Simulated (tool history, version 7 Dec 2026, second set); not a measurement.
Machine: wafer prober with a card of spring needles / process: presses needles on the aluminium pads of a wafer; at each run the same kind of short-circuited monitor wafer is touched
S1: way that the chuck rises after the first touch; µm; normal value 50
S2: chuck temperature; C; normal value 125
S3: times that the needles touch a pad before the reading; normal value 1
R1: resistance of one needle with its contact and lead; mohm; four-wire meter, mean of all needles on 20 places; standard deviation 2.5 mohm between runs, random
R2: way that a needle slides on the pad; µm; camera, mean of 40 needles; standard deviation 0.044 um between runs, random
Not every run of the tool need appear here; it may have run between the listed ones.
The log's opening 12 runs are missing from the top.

| run | hour | S1 | S2 | S3 | R1 | R2 |
|---|---|---|---|---|---|---|
|  | 160.5 | tips cleaned on abrasive film |
|  | 170.7 | tips cleaned on abrasive film |
| 13 | 170.7 | 50 | 76 | 1 | 267 | 13.55 |
|  | 179.6 | tips cleaned on abrasive film |
| 14 | 179.6 | 50 | 125 | 1 | 287 | 13.58 |
|  | 188.5 | tips cleaned on abrasive film |
| 15 | 195.9 | 50 | 63 | 1 | 264 | 13.67 |
|  | 197.5 | tips cleaned on abrasive film |
|  | 199.8 | height of the first contact set anew |
|  | 207.6 | tips cleaned on abrasive film |
| 16 | 215.4 | 50 | 63 | 1 | 265 | 13.65 |
|  | 217.0 | tips cleaned on abrasive film |
|  | 218.1 | gauge calibrated |
|  | 226.4 | tips cleaned on abrasive film |
| 17 | 227.4 | 50 | 63 | 1 | 264 | 13.26 |
|  | 235.5 | tips cleaned on abrasive film |
| 18 | 242.2 | 50 | 63 | 1 | 268 | 13.42 |
|  | 244.9 | tips cleaned on abrasive film |
|  | 254.2 | tips cleaned on abrasive film |
| 19 | 254.8 | 53 | 63 | 1 | 264 | 14.18 |
|  | 264.3 | tips cleaned on abrasive film |
| 20 | 264.8 | 42 | 93 | 1 | 278 | 11.22 |
|  | 273.7 | tips cleaned on abrasive film |
| 21 | 282.1 | 50 | 62 | 2 | 265 | 13.46 |
|  | 283.6 | tips cleaned on abrasive film |
| 22 | 292.3 | 50 | 26 | 2 | 253 | 13.42 |
|  | 294.0 | tips cleaned on abrasive film |
|  | 303.6 | tips cleaned on abrasive film |
| 23 | 312.0 | 50 | 26 | 2 | 253 | 13.45 |
|  | 313.9 | tips cleaned on abrasive film |
| 24 | 322.5 | 44 | 47 | 3 | 261 | 11.84 |
|  | 324.0 | tips cleaned on abrasive film |
|  | 333.0 | tips cleaned on abrasive film |
| 25 | 335.6 | 46 | 47 | 1 | 262 | 12.39 |
|  | 343.1 | tips cleaned on abrasive film |
|  | 352.5 | tips cleaned on abrasive film |
| 26 | 352.5 | 50 | 46 | 3 | 258 | 13.53 |
|  | 361.4 | tips cleaned on abrasive film |
| 27 | 366.3 | 50 | 38 | 3 | 260 | 13.59 |
|  | 370.4 | tips cleaned on abrasive film |
| 28 | 376.9 | 37 | 101 | 1 | 280 | 10.02 |
|  | 379.9 | tips cleaned on abrasive film |
|  | 386.5 | gauge calibrated |
|  | 389.1 | tips cleaned on abrasive film |
| 29 | 393.4 | 60 | 125 | 1 | 275 | 16.06 |
|  | 398.1 | tips cleaned on abrasive film |
| 30 | 406.8 | 60 | 125 | 1 | 276 | 16.01 |
|  | 408.5 | tips cleaned on abrasive film |
|  | 417.7 | tips cleaned on abrasive film |
| 31 | 424.5 | 50 | 29 | 2 | 254 | 13.39 |
|  | 427.1 | tips cleaned on abrasive film |
|  | 436.6 | tips cleaned on abrasive film |
| 32 | 436.6 | 50 | 29 | 2 | 254 | 13.31 |

Predict each of these 3 candidate next runs independently; none follows another, all start after run 32:
|  | 446.0 | tips cleaned on abrasive film |
| A | 448.5 | 43 | 29 | 1 | ? | ? |
|  | 446.0 | tips cleaned on abrasive film |
| B | 448.5 | 61 | 65 | 1 | ? | ? |
|  | 446.0 | tips cleaned on abrasive film |
| C | 448.5 | 32 | 29 | 3 | ? | ? |

| run | R1 | R2 |
|---|---|---|
| A | 256 | 11.46 |
| B | 263 | 16.40 |
| C | 262 | 8.55 |
The same runs, with their run-to-run variation unchanged, on a tool lacking any hidden condition would have given:
| run | R1 | R2 |
|---|---|---|
| A | 255 | 11.38 |
| B | 263 | 16.29 |
| C | 262 | 8.49 |

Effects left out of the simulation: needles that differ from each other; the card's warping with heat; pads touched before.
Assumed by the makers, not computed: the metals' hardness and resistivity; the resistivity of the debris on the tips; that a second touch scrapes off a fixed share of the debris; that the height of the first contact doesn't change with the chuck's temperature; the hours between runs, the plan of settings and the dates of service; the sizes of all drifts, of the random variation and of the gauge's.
